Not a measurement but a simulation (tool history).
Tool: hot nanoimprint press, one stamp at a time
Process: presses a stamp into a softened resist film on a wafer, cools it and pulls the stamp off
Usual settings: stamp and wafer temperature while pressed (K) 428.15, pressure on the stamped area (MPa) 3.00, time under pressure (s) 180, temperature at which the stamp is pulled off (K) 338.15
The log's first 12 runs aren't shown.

run	hour	stamp and wafer temperature while pressed (K)	pressure on the stamped area (MPa)	time under pressure (s)	temperature at which the stamp is pulled off (K)	resist left under the stamp's widest pad (nm)	greatest force while the stamp is pulled off (N)
13	391.1	428.15	3.00	180	341.15	157.7	167
14	415.4	428.15	3.00	180	338.15	157.2	182
15	451.4	428.15	3.00	180	338.15	157.4	192
16	476.2	428.15	3.00	180	338.15	157.4	190
17	511.3	428.15	3.00	180	339.15	156.6	189
18	547.7	428.15	3.00	180	333.15	156.7	221
19	586.0	428.15	3.00	180	333.15	155.0	222
# hour 602.5: plate thermocouple calibrated
20	625.7	428.15	3.91	99	340.15	178.4	191
21	658.5	428.15	3.00	219	338.15	150.1	205
22	687.3	428.15	3.00	219	338.15	150.0	204
23	711.4	428.15	3.00	303	342.15	134.6	177
24	739.4	428.15	3.36	213	338.15	144.6	203
25	782.9	433.15	2.55	213	338.15	127.0	211
26	813.4	432.15	2.55	171	336.15	143.4	223
27	834.1	425.15	1.87	180	338.15	212.5	205
28	863.8	428.15	2.06	303	339.15	154.5	205

Forecast run 29:
29	887.7	436.15	2.73	180	345.15	?	?

Run 29 gave resist left under the stamp's widest pad (nm) 113.8, greatest force while the stamp is pulled off (N) 164.
Without the tool's hidden state the same run would have given resist left under the stamp's widest pad (nm) 113.2, greatest force while the stamp is pulled off (N) 141.
